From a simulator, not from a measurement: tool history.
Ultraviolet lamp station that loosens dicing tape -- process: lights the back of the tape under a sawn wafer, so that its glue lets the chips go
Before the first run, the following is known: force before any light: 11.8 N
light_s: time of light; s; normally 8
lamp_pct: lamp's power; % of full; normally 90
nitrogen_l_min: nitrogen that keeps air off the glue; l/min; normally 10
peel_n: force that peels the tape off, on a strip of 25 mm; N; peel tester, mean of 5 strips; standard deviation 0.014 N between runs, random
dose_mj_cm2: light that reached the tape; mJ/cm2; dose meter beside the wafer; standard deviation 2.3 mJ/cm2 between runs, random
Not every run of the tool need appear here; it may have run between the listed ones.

run,hour,light_s,lamp_pct,nitrogen_l_min,peel_n,dose_mj_cm2
1,0.0,8,90,10,2.030,131
# hour 15.9: window cleaned of glue's vapour
2,64.1,8,90,4,3.265,130
# hour 128.9: lamp changed
3,131.4,8,90,10,0.842,206
4,174.9,8,90,10,0.895,196
5,222.1,8,90,10,0.966,192
# hour 247.2: window cleaned of glue's vapour, once more
6,292.4,8,90,10,0.768,213
7,375.1,6,90,10,1.571,152
8,450.3,6,90,10,1.633,151
9,504.3,6,61,10,3.330,102
10,557.3,6,61,10,3.355,98
11,599.9,6,61,10,3.345,97
12,648.5,6,61,10,3.528,92
13,688.6,8,90,10,1.174,181
# hour 750.8: window cleaned of glue's vapour
14,753.0,8,90,5,1.626,186
15,796.4,14,90,9,0.288,322
16,876.4,8,90,8,1.345,175
17,947.2,8,73,5,2.628,136
18,989.3,8,73,5,2.743,136
19,1038.8,8,73,5,2.787,130
20,1084.7,7,78,10,2.440,124
21,1134.7,6,72,7,3.868,95
22,1190.1,6,72,7,3.938,87
# hour 1251.4: window cleaned of glue's vapour
23,1257.6,6,72,13,3.294,96
24,1293.4,6,81,16,2.735,106
25,1352.7,6,81,16,2.855,100
26,1386.5,6,81,16,2.885,96
27,1430.9,15,86,15,0.388,248

Predict each of these 3 candidate next runs independently; none follows another, all start after run 27:
A,1468.8,8,68,4,?,?
B,1468.8,4,67,7,?,?
C,1468.8,10,76,6,?,?

run,peel_n,dose_mj_cm2
A,4.038,100
B,6.312,52
C,2.128,145
With no hidden state in the tool, these same runs would have given:
run,peel_n,dose_mj_cm2
A,2.050,167
B,4.243,85
C,0.757,239

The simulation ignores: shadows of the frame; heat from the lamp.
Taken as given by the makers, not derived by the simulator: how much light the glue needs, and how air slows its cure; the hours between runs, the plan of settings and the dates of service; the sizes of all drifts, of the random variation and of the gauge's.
